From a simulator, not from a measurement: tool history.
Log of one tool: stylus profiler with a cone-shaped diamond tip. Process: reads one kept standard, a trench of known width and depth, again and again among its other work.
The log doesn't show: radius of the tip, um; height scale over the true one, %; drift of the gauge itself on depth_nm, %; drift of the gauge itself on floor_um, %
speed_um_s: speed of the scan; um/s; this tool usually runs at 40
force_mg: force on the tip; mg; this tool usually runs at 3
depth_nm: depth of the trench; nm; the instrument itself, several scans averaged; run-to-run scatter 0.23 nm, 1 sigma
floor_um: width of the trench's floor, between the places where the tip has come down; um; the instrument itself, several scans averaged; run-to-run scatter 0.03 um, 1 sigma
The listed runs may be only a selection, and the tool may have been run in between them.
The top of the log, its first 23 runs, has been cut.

run,hour,speed_um_s,force_mg,scans with this tip,hours of work since the height scale was calibrated,depth_nm,floor_um
24,622,40,3,6993,1065,1013.45,16.42
25,643.1,40,4.6,7075,1077,1017.99,16.42
26,658.9,40,4.6,7137,1087,1018.26,16.43
27,686.3,19,2.36,7243,1103,1011.56,16.41
28,712.2,66,1.18,7343,1118,1007.31,16.24
29,731,66,1.18,7416,1129,1007.5,16.18
30,749.5,17,1.27,7488,1140,1007.81,16.49
31,767.2,17,1.27,7556,1151,1007.65,16.44
32,783.8,41,4.72,7621,1160,1018.92,16.42
33,801.5,60,2.64,7689,1171,1012.82,16.33
34,815.9,78,1.73,7745,1179,1009.6,16.17
35,834.5,78,1.73,7817,1190,1009.22,16.21
36,850,78,1.73,7877,1199,1009.29,16.24
37,884.2,78,1.73,8010,1220,1009.78,16.18
38,902.2,78,1.73,8080,1230,1009.74,16.17
39,923.3,78,1.73,8162,1243,1009.08,16.17
# hour 934: height scale calibrated on a step standard
40,942.6,139,7.1,8235,5,1024.49,16.25
41,962.3,12,3.07,8311,17,1014.34,16.49
42,980.8,12,3.07,8383,28,1014.13,16.48
43,997.2,19,6.63,8446,37,1023.26,16.5
44,1014.6,30,1.18,8514,48,1006.96,16.39
45,1048.2,113,5.46,8644,67,1020.78,16.25

Below are 5 alternative next runs, each starting from the tool's condition after run 45. Predict each:
A,1069.6,25,2.27,8727,80,?,?
B,1069.6,19,4.48,8727,80,?,?
C,1069.6,15,1.47,8727,80,?,?
D,1069.6,40,1.3,8727,80,?,?
E,1069.6,104,3.27,8727,80,?,?

run,depth_nm,floor_um
A,1011.64,16.37
B,1018.05,16.47
C,1008.24,16.48
D,1008.11,16.37
E,1014.51,16.23
With the hidden condition removed and each run's random variation left untouched, the same runs would have given:
run,depth_nm,floor_um
A,1011.65,16.39
B,1018.05,16.49
C,1008.25,16.49
D,1008.11,16.39
E,1014.52,16.24

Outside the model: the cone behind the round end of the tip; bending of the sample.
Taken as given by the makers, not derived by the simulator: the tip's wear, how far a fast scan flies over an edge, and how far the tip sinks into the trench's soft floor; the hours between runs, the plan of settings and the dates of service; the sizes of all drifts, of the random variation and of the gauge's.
